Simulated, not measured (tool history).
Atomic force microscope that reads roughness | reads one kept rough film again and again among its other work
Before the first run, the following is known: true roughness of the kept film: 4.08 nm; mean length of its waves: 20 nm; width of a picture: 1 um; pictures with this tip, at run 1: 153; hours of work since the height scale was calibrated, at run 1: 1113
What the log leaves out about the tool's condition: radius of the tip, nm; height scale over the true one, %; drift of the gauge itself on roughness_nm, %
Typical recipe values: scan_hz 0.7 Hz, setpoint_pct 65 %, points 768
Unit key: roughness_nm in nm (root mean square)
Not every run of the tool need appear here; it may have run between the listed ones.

run,hour,scan_hz,setpoint_pct,points,pictures with this tip,hours of work since the height scale was calibrated,roughness_nm
1,0,0.7,65,768,153,1113,2.523
2,44.7,0.7,65,768,199,1136,2.438
3,95.1,1.016,65,768,249,1163,2.324
4,139.8,0.7,65,768,295,1186,2.241
5,165.2,0.7,65,768,320,1199,2.185
6,191.8,0.7,65,768,347,1213,2.158
# hour 206.8: new tip fitted
7,246.8,1.454,65,768,40,1242,2.869
8,273.8,1.454,65,768,67,1256,2.804
9,300.1,1.454,65,768,94,1270,2.714
10,353.7,1.454,65,768,148,1298,2.585
11,397,1.454,71,768,192,1320,2.439
12,437,1.454,71,768,232,1341,2.366
13,489.6,1.454,71,768,285,1369,2.25
14,522.2,1.454,71,768,318,1386,2.198
15,554.4,1.454,71,768,351,1403,2.137
# hour 564.1: new tip fitted
16,588.7,0.7,65,768,25,1420,2.949
17,649.4,0.7,65,768,86,1452,2.771
18,687.5,0.7,65,768,124,1472,2.673
19,717.2,0.7,65,768,154,1487,2.608
20,750.8,0.7,81,768,188,1505,2.448
21,794.8,1.151,81,768,233,1528,2.288
22,847.7,1.983,58,486,286,1556,2.264
23,878.5,0.7,90,382,317,1572,2.092
# hour 922.7: new tip fitted
24,922.7,0.7,90,382,0,1595,2.882
25,974.9,0.7,90,382,53,1622,2.727
26,1006.6,1.219,77,309,85,1638,2.637
27,1047.1,1.219,77,309,126,1660,2.551
28,1094.6,0.7,83,832,174,1684,2.506
29,1124.7,0.7,75,768,204,1700,2.466
30,1162.6,2.695,69,768,242,1720,2.276

Run 31, settings as shown, results not yet in. Your forecast:
31,1207,2.695,69,768,287,1743,?

roughness_nm: 2.21 nm (root mean square)
With the hidden condition absent and the run-to-run variation left alone, this run would have shown roughness_nm 2.917 nm (root mean square).

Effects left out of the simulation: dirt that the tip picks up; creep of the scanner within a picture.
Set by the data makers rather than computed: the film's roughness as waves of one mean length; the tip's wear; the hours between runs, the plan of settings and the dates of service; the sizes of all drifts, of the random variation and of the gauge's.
